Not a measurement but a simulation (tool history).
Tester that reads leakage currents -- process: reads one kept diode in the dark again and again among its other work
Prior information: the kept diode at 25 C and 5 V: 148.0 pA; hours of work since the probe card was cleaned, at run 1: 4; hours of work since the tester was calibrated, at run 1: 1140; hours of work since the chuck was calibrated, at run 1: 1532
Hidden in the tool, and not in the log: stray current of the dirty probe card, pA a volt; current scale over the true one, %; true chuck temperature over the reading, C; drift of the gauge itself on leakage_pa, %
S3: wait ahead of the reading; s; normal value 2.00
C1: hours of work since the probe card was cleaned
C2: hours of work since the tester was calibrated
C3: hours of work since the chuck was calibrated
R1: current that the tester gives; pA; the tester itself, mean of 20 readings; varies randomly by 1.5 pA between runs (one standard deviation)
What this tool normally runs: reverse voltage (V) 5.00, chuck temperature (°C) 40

Run 1, hour 0.0: usual settings; C1 4; C2 1140; C3 1532. Result: R1 425.10 pA.
Run 2, hour 28.6: usual settings; C1 24; C2 1160; C3 1552. Result: R1 425.94 pA.
Run 3, hour 49.2: usual settings; C1 38; C2 1174; C3 1566. Result: R1 422.51 pA.
Run 4, hour 90.1: usual settings; C1 66; C2 1202; C3 1594. Result: R1 420.56 pA.
Run 5, hour 132.0: usual settings; C1 95; C2 1231; C3 1623. Result: R1 423.07 pA.
Run 6, hour 150.4: usual settings; C1 108; C2 1244; C3 1635. Result: R1 422.76 pA.
Run 7, hour 174.5: usual settings; C1 124; C2 1260; C3 1652. Result: R1 420.11 pA.
Run 8, hour 213.2: usual settings; C1 151; C2 1287; C3 1679. Result: R1 422.73 pA.
Run 9, hour 250.3: usual settings; C1 177; C2 1312; C3 1704. Result: R1 418.80 pA.
Run 10, hour 276.1: usual settings but S3 6.49 s; C1 194; C2 1330; C3 1722. Result: R1 418.63 pA.
At hour 304.0: chuck's temperature calibrated.
Run 11, hour 311.2: usual settings but S3 6.49 s; C1 217; C2 1353; C3 5. Result: R1 501.78 pA.
Run 12, hour 356.7: usual settings but S3 6.49 s; C1 248; C2 1384; C3 36. Result: R1 497.76 pA.
Run 13, hour 386.4: usual settings but S3 6.49 s; C1 269; C2 1405; C3 57. Result: R1 496.81 pA.
Run 14, hour 414.4: usual settings but S3 6.49 s; C1 288; C2 1424; C3 76. Result: R1 497.40 pA.
Run 15, hour 453.1: usual settings but S3 1.27 s; C1 315; C2 1451; C3 103. Result: R1 496.94 pA.
Run 16, hour 496.2: usual settings but reverse voltage (V) 1.25, chuck temperature (°C) 35, S3 1.27 s; C1 344; C2 1480; C3 132. Result: R1 175.80 pA.
Run 17, hour 529.6: usual settings but reverse voltage (V) 1.25, chuck temperature (°C) 35, S3 1.27 s; C1 367; C2 1503; C3 155. Result: R1 175.40 pA.
Run 18, hour 573.5: usual settings but reverse voltage (V) 2.72; C1 398; C2 1533; C3 185. Result: R1 371.65 pA.
Run 19, hour 610.5: usual settings but reverse voltage (V) 2.72; C1 423; C2 1559; C3 211. Result: R1 370.75 pA.
Run 20, hour 637.2: usual settings but reverse voltage (V) 1.83, chuck temperature (°C) 33, S3 1.29 s; C1 441; C2 1577; C3 229. Result: R1 176.54 pA.
Run 21, hour 676.8: usual settings but reverse voltage (V) 2.98, chuck temperature (°C) 42; C1 469; C2 1604; C3 256. Result: R1 449.66 pA.
At hour 682.0: tester calibrated.
Run 22, hour 701.3: usual settings but reverse voltage (V) 6.28, chuck temperature (°C) 42, S3 0.73 s; C1 484; C2 13; C3 272. Result: R1 633.48 pA.
Run 23, hour 734.0: usual settings but reverse voltage (V) 6.21, chuck temperature (°C) 45; C1 507; C2 36; C3 294. Result: R1 788.75 pA.
Run 24, hour 755.3: usual settings but reverse voltage (V) 5.97, S3 9.25 s; C1 521; C2 50; C3 309. Result: R1 527.34 pA.
Run 25, hour 786.1: usual settings but reverse voltage (V) 5.97, S3 9.25 s; C1 542; C2 72; C3 330. Result: R1 523.76 pA.
Run 26, hour 807.1: usual settings but reverse voltage (V) 5.97, S3 9.25 s; C1 557; C2 86; C3 345. Result: R1 524.70 pA.
Run 27, hour 843.3: usual settings but reverse voltage (V) 5.97, S3 9.25 s; C1 582; C2 111; C3 370. Result: R1 522.14 pA.
Run 28, hour 876.6: usual settings but reverse voltage (V) 14.84, chuck temperature (°C) 30, S3 9.13 s; C1 605; C2 134; C3 393. Result: R1 358.49 pA.
At hour 888.5: tester calibrated, once more.
Run 29, hour 918.9: usual settings but reverse voltage (V) 14.84, chuck temperature (°C) 28, S3 9.13 s; C1 632; C2 21; C3 420. Result: R1 306.15 pA.
Run 30, hour 947.9: usual settings but reverse voltage (V) 1.33, chuck temperature (°C) 55; C1 652; C2 41; C3 440. Result: R1 796.73 pA.

Pick out some run-to-run changes in R1. Of each, how much would a tool without hidden state show as well, from the settings, what came in and chance, and how much is left for the hidden state and any gauge scatter not in both results compared?
Run 10 -> 11: chuck's temperature calibrated. R1 +83.15 pA: hidden state +82.91, all else +0.24.
Run 15 -> 16: reverse voltage (V) 5.00 -> 1.25, chuck temperature (°C) 40 -> 35. R1 -321.14 pA: hidden state +4.91, all else -326.05.
Run 20 -> 21: reverse voltage (V) 1.83 -> 2.98, chuck temperature (°C) 33 -> 42, S3 1.29 -> 2.00. R1 +273.12 pA: hidden state -9.58, all else +282.70.
Run 27 -> 28: reverse voltage (V) 5.97 -> 14.84, chuck temperature (°C) 40 -> 30, S3 9.25 -> 9.13. R1 -163.65 pA: hidden state +10.27, all else -173.92.
Run 29 -> 30: reverse voltage (V) 14.84 -> 1.33, chuck temperature (°C) 28 -> 55, S3 9.13 -> 2.00. R1 +490.58 pA: hidden state -27.14, all else +517.72.

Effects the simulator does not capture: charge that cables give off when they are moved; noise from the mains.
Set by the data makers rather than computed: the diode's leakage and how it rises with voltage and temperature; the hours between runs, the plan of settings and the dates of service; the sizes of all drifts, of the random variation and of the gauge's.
